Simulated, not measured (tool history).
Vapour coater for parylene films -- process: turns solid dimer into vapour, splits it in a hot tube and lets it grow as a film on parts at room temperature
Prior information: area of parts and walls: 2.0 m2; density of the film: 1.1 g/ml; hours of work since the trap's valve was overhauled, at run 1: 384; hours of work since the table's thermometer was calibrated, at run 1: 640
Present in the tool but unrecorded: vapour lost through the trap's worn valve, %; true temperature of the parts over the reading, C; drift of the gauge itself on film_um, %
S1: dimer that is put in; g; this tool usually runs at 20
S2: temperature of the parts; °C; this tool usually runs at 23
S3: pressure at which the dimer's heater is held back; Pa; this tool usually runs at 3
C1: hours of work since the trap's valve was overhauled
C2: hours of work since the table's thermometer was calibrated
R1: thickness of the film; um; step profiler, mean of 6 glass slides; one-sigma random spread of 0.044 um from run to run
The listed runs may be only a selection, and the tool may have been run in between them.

run    hour  S1  S2    S3   C1    C2    R1
  1       0  20  23     3  384   640   5.5
  2      19  20  23  2.11  399   656  5.71
  3    53.2  20  23  2.11  428   684  5.65
  4    78.4  20  23  2.11  448   705  5.61
  5   100.4  20  23     3  466   723  5.43
  6   130.7  20  23  3.77  491   747  5.37
  7     149  20  35  3.77  506   763  3.78
      158.9  -- trap's valve overhauled
  8   168.6  20  23     3    8   775  5.82
  9   183.7  20  23     3   20   788  5.86
 10   206.6  20  23     3   39   807  5.85
 11   229.7  20  23     3   58   826  5.83
 12   257.1  20  23     3   81   848  5.79
 13   280.9  20  23  2.82  100   868  5.77
 14   311.9  20  23     3  126   893  5.82
 15   334.9  20  23  5.62  145   912   5.6
 16   361.3  20  16     3  166   934  7.05
 17   377.1  29  23     3  179   947   8.4
 18   392.8  29  23     3  192   960  8.25
 19     418  29  23     3  213   980  8.31
 20   453.3  20  34     3  242  1009  4.05
 21   488.4  20  34     3  271  1038   4.1
 22   523.2   8  23     3  299  1067  2.25
      525.8  -- table's thermometer calibrated
 23   544.3  20  25     3  316    15  5.38
 24     559  20  25     3  328    27  5.34
 25   575.4  18  15  4.26  341    41  6.29
 26   602.5  17  20     3  364    63  5.24
 27   632.9  10  18  3.27  389    88  3.21
 28   651.4  10  18  3.27  404   103  3.17
 29   675.7  10  18  3.27  424   123  3.29
      690.6  -- table's thermometer calibrated, once more
 30   706.8  10  18  3.27  449    13  3.12
 31   736.8  10  18  3.27  473    38  3.06
 32   768.3  23  23  6.57  499    64  5.89
      787.1  -- trap's valve overhauled
 33   802.9   8  32     3   13    89  1.75
 34   822.5  20  35  2.56   29   105  4.11
 35   853.1  32  24  5.02   54   130  8.71
 36   868.8   8  19   3.9   67   143  2.58
 37   884.8  23  16  4.99   80   156  7.87
 38   915.9  23  16  4.99  106   182  7.88
 39   937.3  29  30  7.13  123   199   6.4
 40   957.4  22  15  8.28  140   216  7.47
 41     983  22  15  8.28  161   237  7.61
 42  1015.9  22  15  8.28  188   264   7.6

What differs in the tool's unlogged condition from the final listed run ahead of each entry between runs to the first listed run following it?
After run 7, before run 8: trap's valve overhauled (hour 158.9)
  vapour lost through the trap's worn valve, %: 7.6 -> 0.9
  the result without the hidden state subtracted from the measured one, R1: -0.24 -> +0.04 um
After run 22, before run 23: table's thermometer calibrated (hour 525.8)
  vapour lost through the trap's worn valve, %: 5 -> 5.3; true temperature of the parts over the reading, C: -0.72 -> -0.9
  the result without the hidden state subtracted from the measured one, R1: -0.07 -> -0.15 um
After run 29, before run 30: table's thermometer calibrated, once more (hour 690.6)
  vapour lost through the trap's worn valve, %: 6.8 -> 7.1; true temperature of the parts over the reading, C: -0.97 -> 0.05
  the result without the hidden state subtracted from the measured one, R1: -0.14 -> -0.24 um
After run 32, before run 33: trap's valve overhauled (hour 787.1)
  vapour lost through the trap's worn valve, %: 7.8 -> 0.3; true temperature of the parts over the reading, C: 0.01 -> 0
  the result without the hidden state subtracted from the measured one, R1: -0.5 -> -0.01 um

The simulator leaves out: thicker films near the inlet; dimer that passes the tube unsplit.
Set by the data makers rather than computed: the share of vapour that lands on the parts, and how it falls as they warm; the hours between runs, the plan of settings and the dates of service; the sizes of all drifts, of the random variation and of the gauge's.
